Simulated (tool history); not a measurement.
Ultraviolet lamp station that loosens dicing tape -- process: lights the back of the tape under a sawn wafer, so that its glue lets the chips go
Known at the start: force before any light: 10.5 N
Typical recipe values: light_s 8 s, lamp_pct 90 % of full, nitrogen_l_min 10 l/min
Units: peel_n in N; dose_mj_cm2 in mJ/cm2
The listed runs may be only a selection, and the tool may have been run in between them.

run	day	light_s	lamp_pct	nitrogen_l_min	peel_n	dose_mj_cm2
1	0.000	8	90	10	0.395	545
2	0.225	8	90	10	0.381	540
3	0.575	8	90	10	0.402	543
4	0.850	5	90	10	0.983	333
5	1.046	8	75	10	0.531	452
6	1.329	8	75	10	0.557	447
7	1.712	8	90	10	0.379	536
8	1.900	8	90	4	0.698	532
9	2.304	8	90	4	0.709	539
10	2.683	8	90	4	0.703	535
11	2.879	8	90	4	0.718	533
12	3.133	8	90	4	0.735	529
13	3.596	8	90	4	0.724	527
14	4.008	8	90	10	0.389	528
15	4.350	7	90	10	0.491	461
16	4.600	8	89	10	0.399	521
17	4.958	8	89	10	0.400	514
18	5.162	8	89	10	0.431	518
19	5.479	8	100	10	0.345	579
20	5.850	8	100	10	0.334	585
21	6.221	8	100	10	0.361	578
22	6.538	8	99	10	0.352	576
23	6.854	9	99	10	0.307	640
24	7.175	6	67	10	1.309	292
25	7.429	6	67	10	1.332	291
26	7.812	6	98	9	0.657	426
27	8.175	6	98	9	0.639	422
28	8.396	6	98	9	0.646	417
29	8.821	8	70	9	0.737	401
30	9.217	8	70	9	0.768	397
# day 9.533: window cleaned of glue's vapour
31	9.671	4	68	4	2.973	215
32	9.917	4	68	4	3.294	218
33	10.117	4	68	4	3.217	217
34	10.446	8	90	3	0.764	567
35	10.825	7	93	5	0.677	516
36	11.096	8	90	14	0.319	568
37	11.442	8	90	14	0.310	565
38	11.667	5	90	6	1.225	352
39	12.071	8	79	10	0.448	497
40	12.500	5	66	5	2.257	254
41	12.846	5	66	5	2.275	259
42	13.242	8	69	10	0.599	433
43	13.562	8	69	10	0.588	425
44	14.000	4	76	5	2.573	232

Here are 4 independent what-if runs from the current tool condition. What would each one return?
A	14.458	7	84	5	?	?
B	14.458	8	71	10	?	?
C	14.458	14	78	10	?	?
D	14.458	9	83	10	?	?

run	peel_n	dose_mj_cm2
A	0.843	452
B	0.565	436
C	0.250	839
D	0.343	581
The same runs, with their run-to-run variation unchanged, on a tool lacking any hidden condition would have given:
run	peel_n	dose_mj_cm2
A	0.715	490
B	0.482	472
C	0.244	908
D	0.308	629
